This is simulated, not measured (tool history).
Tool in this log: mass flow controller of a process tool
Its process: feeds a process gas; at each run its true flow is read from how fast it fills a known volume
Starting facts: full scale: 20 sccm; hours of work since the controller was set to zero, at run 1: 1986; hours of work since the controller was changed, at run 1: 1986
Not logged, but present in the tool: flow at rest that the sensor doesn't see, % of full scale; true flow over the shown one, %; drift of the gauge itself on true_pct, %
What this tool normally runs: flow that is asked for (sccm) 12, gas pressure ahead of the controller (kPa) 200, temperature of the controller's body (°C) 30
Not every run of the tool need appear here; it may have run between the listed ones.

| run | day | flow that is asked for (sccm) | gas pressure ahead of the controller (kPa) | temperature of the controller's body (°C) | hours of work since the controller was set to zero | hours of work since the controller was changed | true flow (%) |
|---|---|---|---|---|---|---|---|
| 1 | 0 | 12 | 200 | 30 | 1986 | 1986 | 99.1 |
| 2 | 1.492 | 3 | 200 | 30 | 1998 | 1998 | 98.6 |
| 3 | 4.842 | 12 | 166 | 30 | 2024 | 2024 | 98.87 |
| 4 | 8.062 | 12 | 166 | 30 | 2049 | 2049 | 98.99 |
| 5 | 10.367 | 12 | 166 | 30 | 2067 | 2067 | 99.1 |
| 6 | 12.442 | 12 | 166 | 30 | 2083 | 2083 | 98.97 |
| 7 | 15.783 | 12 | 200 | 30 | 2108 | 2108 | 99.27 |
| 8 | 17.308 | 12 | 200 | 30 | 2120 | 2120 | 99.3 |
| 9 | 18.767 | 13 | 216 | 20 | 2132 | 2132 | 100.51 |
| 10 | 21.45 | 3 | 235 | 35 | 2152 | 2152 | 98.7 |
| 11 | 24.546 | 3 | 235 | 35 | 2176 | 2176 | 98.85 |
| 12 | 25.975 | 12 | 256 | 32 | 2187 | 2187 | 99.83 |
| 13 | 27.962 | 4 | 200 | 29 | 2203 | 2203 | 99.31 |

Alternative continuations, all from the tool just after run 13; predict every row:
| A | 29.792 | 17 | 164 | 34 | 2217 | 2217 | ? |
| B | 29.792 | 5 | 270 | 25 | 2217 | 2217 | ? |
| C | 29.792 | 3 | 228 | 39 | 2217 | 2217 | ? |
| D | 29.792 | 12 | 141 | 30 | 2217 | 2217 | ? |
| E | 29.792 | 9 | 241 | 24 | 2217 | 2217 | ? |

| run | true flow (%) |
|---|---|
| A | 99.36 |
| B | 100.25 |
| C | 98.38 |
| D | 99.3 |
| E | 100.5 |
Without the tool's hidden state the same runs would have given:
| run | true flow (%) |
|---|---|
| A | 98.66 |
| B | 99.54 |
| C | 97.68 |
| D | 98.6 |
| E | 99.79 |
